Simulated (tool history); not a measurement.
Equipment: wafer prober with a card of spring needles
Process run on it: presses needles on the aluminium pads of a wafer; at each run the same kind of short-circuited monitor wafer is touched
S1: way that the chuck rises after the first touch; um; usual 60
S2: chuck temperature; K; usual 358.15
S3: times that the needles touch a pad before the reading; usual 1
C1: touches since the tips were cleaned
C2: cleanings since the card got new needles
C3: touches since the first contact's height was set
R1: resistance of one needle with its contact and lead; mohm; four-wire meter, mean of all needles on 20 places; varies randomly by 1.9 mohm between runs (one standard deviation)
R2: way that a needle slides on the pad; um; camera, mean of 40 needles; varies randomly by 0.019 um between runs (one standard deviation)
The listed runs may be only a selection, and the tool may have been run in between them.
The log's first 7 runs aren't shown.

run,hour,S1,S2,S3,C1,C2,C3,R1,R2
# hour 161.4: tips cleaned on abrasive film
# hour 185.8: tips cleaned on abrasive film
8,192.0,77,358.15,1,1697,55,55902,189,16.94
# hour 209.3: tips cleaned on abrasive film
9,217.6,77,358.15,1,2277,56,62882,192,16.98
# hour 231.8: tips cleaned on abrasive film
10,240.0,77,358.15,1,2246,57,69018,194,16.95
# hour 253.7: tips cleaned on abrasive film
11,266.4,77,358.15,1,3471,58,76217,185,16.95
# hour 276.8: tips cleaned on abrasive film
12,281.1,64,358.15,1,1178,59,80238,193,14.13
13,295.8,60,358.15,1,5199,59,84259,197,13.22
# hour 298.8: tips cleaned on abrasive film
# hour 321.5: tips cleaned on abrasive film
14,328.2,60,358.15,1,1834,61,93088,198,13.22
# hour 343.4: tips cleaned on abrasive film
15,364.2,60,358.15,1,5703,62,102936,198,13.23
# hour 365.7: tips cleaned on abrasive film
16,379.2,60,358.15,1,3686,63,107031,193,13.20
# hour 387.8: tips cleaned on abrasive film
# hour 410.1: tips cleaned on abrasive film
17,410.1,63,331.15,2,0,65,115450,189,13.90
# hour 433.0: tips cleaned on abrasive film
18,433.0,50,396.15,2,0,66,121712,212,11.02
19,448.3,78,396.15,2,4206,66,125918,200,17.17
# hour 454.7: tips cleaned on abrasive film
# hour 476.7: tips cleaned on abrasive film
20,480.6,74,396.15,2,1087,68,134728,197,16.34
21,496.7,60,361.15,1,5497,68,139138,197,13.22
# hour 499.6: tips cleaned on abrasive film
# hour 521.8: tips cleaned on abrasive film
22,529.0,59,305.15,1,1972,70,147927,183,13.06
# hour 543.9: tips cleaned on abrasive film
# hour 555.5: height of the first contact set anew
23,555.8,59,305.15,1,3165,71,78,186,13.01
# hour 568.9: tips cleaned on abrasive film
24,587.7,59,305.15,2,5157,72,8809,188,13.03
# hour 591.8: tips cleaned on abrasive film
# hour 615.8: tips cleaned on abrasive film
25,620.7,59,305.15,2,1332,74,17795,182,13.03
# hour 638.5: tips cleaned on abrasive film
26,638.6,60,358.15,2,16,75,22688,197,13.22
27,656.9,60,358.15,2,5049,75,27721,197,13.22
# hour 662.2: tips cleaned on abrasive film
28,675.8,60,358.15,2,3736,76,32865,196,13.25

For run 29, what comes out?
# hour 686.5: tips cleaned on abrasive film
# hour 708.9: tips cleaned on abrasive film
29,708.9,60,358.15,2,0,78,41898,?,?

Run 29 measured R1 201 mohm, R2 13.21 um.
The same run, on a tool lacking any hidden state, would have yielded R1 201 mohm, R2 13.22 um.

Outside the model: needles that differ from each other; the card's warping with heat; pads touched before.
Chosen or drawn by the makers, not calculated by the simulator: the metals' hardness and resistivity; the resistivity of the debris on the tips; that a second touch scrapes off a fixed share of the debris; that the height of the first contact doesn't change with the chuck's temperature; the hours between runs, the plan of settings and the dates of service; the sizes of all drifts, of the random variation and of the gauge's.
